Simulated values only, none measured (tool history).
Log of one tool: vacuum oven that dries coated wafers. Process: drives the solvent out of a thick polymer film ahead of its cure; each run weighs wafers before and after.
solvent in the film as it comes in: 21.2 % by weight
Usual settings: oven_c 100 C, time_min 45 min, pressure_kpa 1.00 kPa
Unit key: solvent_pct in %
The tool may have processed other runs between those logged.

Run 1, day 0.000: usual settings. Result: solvent_pct 1.83 %.
Run 2, day 1.188: usual settings but time_min 25 min. Result: solvent_pct 3.77 %.
Run 3, day 2.258: usual settings. Result: solvent_pct 1.88 %.
Run 4, day 3.821: usual settings. Result: solvent_pct 1.89 %.
Run 5, day 5.096: usual settings. Result: solvent_pct 1.86 %.
Run 6, day 7.192: usual settings. Result: solvent_pct 1.94 %.
Run 7, day 8.400: usual settings. Result: solvent_pct 1.88 %.
Run 8, day 9.900: usual settings but oven_c 94 C, time_min 61 min, pressure_kpa 1.59 kPa. Result: solvent_pct 3.09 %.
Run 9, day 11.804: usual settings but time_min 44 min, pressure_kpa 1.80 kPa. Result: solvent_pct 2.88 %.
Run 10, day 14.246: usual settings but oven_c 105 C. Result: solvent_pct 1.40 %.
Run 11, day 16.012: usual settings but oven_c 105 C. Result: solvent_pct 1.37 %.
Run 12, day 17.408: usual settings but time_min 25 min. Result: solvent_pct 3.84 %.
Run 13, day 18.988: usual settings but pressure_kpa 1.20 kPa. Result: solvent_pct 2.22 %.
Run 14, day 21.183: usual settings but time_min 41 min, pressure_kpa 2.33 kPa. Result: solvent_pct 3.70 %.

Alternative continuations, all from the tool just after run 14; predict every row:
Run A, day 23.321: usual settings but oven_c 99 C, time_min 28 min, pressure_kpa 0.81 kPa. Result: solvent_pct ?.
Run B, day 23.321: usual settings but oven_c 103 C, time_min 41 min, pressure_kpa 2.33 kPa. Result: solvent_pct ?.
Run C, day 23.321: usual settings but oven_c 109 C, time_min 55 min, pressure_kpa 2.18 kPa. Result: solvent_pct ?.
Run D, day 23.321: usual settings but oven_c 89 C, time_min 58 min, pressure_kpa 2.53 kPa. Result: solvent_pct ?.

run  solvent_pct
  A         3.42
  B         3.13
  C         2.09
  D         5.96
With the hidden condition removed and each run's random variation left untouched, the same runs would have given:
run  solvent_pct
  A         3.10
  B         2.85
  C         1.88
  D         5.51

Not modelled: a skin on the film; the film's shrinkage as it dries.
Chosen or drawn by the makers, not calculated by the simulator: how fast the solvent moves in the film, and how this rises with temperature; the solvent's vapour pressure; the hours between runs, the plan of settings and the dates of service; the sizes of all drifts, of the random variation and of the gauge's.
